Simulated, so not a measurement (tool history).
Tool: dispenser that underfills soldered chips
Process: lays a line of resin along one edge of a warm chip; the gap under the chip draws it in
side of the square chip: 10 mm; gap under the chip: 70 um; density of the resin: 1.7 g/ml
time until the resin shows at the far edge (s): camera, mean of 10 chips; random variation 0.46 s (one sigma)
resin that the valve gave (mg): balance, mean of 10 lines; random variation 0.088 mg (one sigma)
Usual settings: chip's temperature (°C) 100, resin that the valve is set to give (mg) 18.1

run,hour,chip's temperature (°C),resin that the valve is set to give (mg),time until the resin shows at the far edge (s),resin that the valve gave (mg)
1,0.0,100,18.1,43.1,16.36
2,7.8,100,18.1,55.0,16.37
# hour 9.9: new syringe of resin
3,21.8,100,19.7,54.2,17.55
# hour 24.4: new syringe of resin
# hour 29.5: dispensing valve cleaned and set on the balance
4,32.0,100,19.7,46.1,19.58
# hour 39.2: new syringe of resin
5,41.5,100,19.7,41.0,19.55
6,48.5,100,19.7,50.3,19.41
# hour 53.7: new syringe of resin
7,61.8,100,19.7,47.3,19.25
# hour 67.7: new syringe of resin
8,73.2,100,19.7,44.9,19.21
# hour 81.3: new syringe of resin
9,81.3,100,18.1,38.4,17.37
10,91.8,100,18.4,52.2,17.67
# hour 95.0: new syringe of resin
11,105.5,100,18.4,53.3,17.64
# hour 108.7: new syringe of resin
12,118.7,100,18.4,52.3,17.40
# hour 122.7: new syringe of resin
13,126.7,91,21.5,59.1,20.16
14,135.4,91,21.5,76.1,20.14
# hour 136.4: new syringe of resin
15,142.0,91,22.3,61.8,20.79
# hour 149.8: new syringe of resin
16,153.7,91,22.3,58.6,20.68
# hour 164.1: new syringe of resin
17,168.1,91,22.3,58.6,20.48
18,174.4,109,16.6,40.5,15.16
# hour 177.9: new syringe of resin
19,182.4,100,19.5,43.8,17.73
20,190.3,94,20.4,68.4,18.43
# hour 191.3: new syringe of resin
21,197.8,86,23.3,75.7,20.88
# hour 204.9: new syringe of resin
22,204.9,100,19.4,38.6,17.06
# hour 207.7: dispensing valve cleaned and set on the balance
# hour 210.7: stage's temperature calibrated
23,214.1,106,19.0,34.6,18.97

Forecast each of these 3 alternatives for the next run:
# hour 220.7: new syringe of resin
A,227.9,92,16.1,?,?
# hour 220.7: new syringe of resin
B,227.9,99,16.7,?,?
# hour 220.7: new syringe of resin
C,227.9,100,19.5,?,?

run,time until the resin shows at the far edge (s),resin that the valve gave (mg)
A,58.2,16.01
B,45.8,16.50
C,43.2,19.37
Without the tool's hidden state the same runs would have given:
run,time until the resin shows at the far edge (s),resin that the valve gave (mg)
A,46.5,16.22
B,36.6,16.72
C,34.6,19.63
